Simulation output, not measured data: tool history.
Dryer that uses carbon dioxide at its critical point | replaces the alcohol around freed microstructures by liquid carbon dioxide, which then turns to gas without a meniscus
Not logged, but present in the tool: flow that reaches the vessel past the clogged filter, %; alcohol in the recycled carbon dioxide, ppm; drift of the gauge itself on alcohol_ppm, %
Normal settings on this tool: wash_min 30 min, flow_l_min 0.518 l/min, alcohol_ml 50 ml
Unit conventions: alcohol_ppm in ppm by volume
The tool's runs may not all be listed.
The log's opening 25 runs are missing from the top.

run   hour  wash_min  flow_l_min  alcohol_ml  hours of work since the filter was changed  hours of work since the purifier's bed was changed  alcohol_ppm
 26  315.7        42       0.789          37                                         329                                                 424           70
 27  324.3        32       0.349          92                                         332                                                 427          541
 28  335.4        30       0.518          29                                         336                                                 430           98
 29  350.7        30       0.397          64                                         341                                                 436          305
 30  361.6        44       0.789          24                                         344                                                 439           79
 31  377.5        44       0.789          24                                         350                                                 445           78
 32  389.6        44       0.615          63                                         354                                                 449           77
 33  403.4        32       0.465          91                                         359                                                 453          183
 34    411        32       0.465          91                                         361                                                 456          178
 35  421.3        25       0.364          50                                         365                                                 460          695
 36  435.4        20       0.517          29                                         370                                                 464          286
 37  452.9        30       0.518          31                                         376                                                 470          115
 38    462        32       0.361          38                                         379                                                 473          248
 39  478.1        45       0.633          93                                         384                                                 479           84
 40  486.5        45        0.59          25                                         387                                                 482           84

5 ways to go on from here, each from the tool as it stands after run 40. What would each give?
  A  504.2        38       0.627          54                                         393                                                 488            ?
  B  504.2        38       0.669          40                                         393                                                 488            ?
  C  504.2        26       0.864          71                                         393                                                 488            ?
  D  504.2        29       0.469          60                                         393                                                 488            ?
  E  504.2        30       0.518          39                                         393                                                 488            ?

run  alcohol_ppm
  A           84
  B           87
  C           87
  D          190
  E          115
With no hidden state in the tool, these same runs would have given:
run  alcohol_ppm
  A            4
  B            9
  C            8
  D           66
  E           22

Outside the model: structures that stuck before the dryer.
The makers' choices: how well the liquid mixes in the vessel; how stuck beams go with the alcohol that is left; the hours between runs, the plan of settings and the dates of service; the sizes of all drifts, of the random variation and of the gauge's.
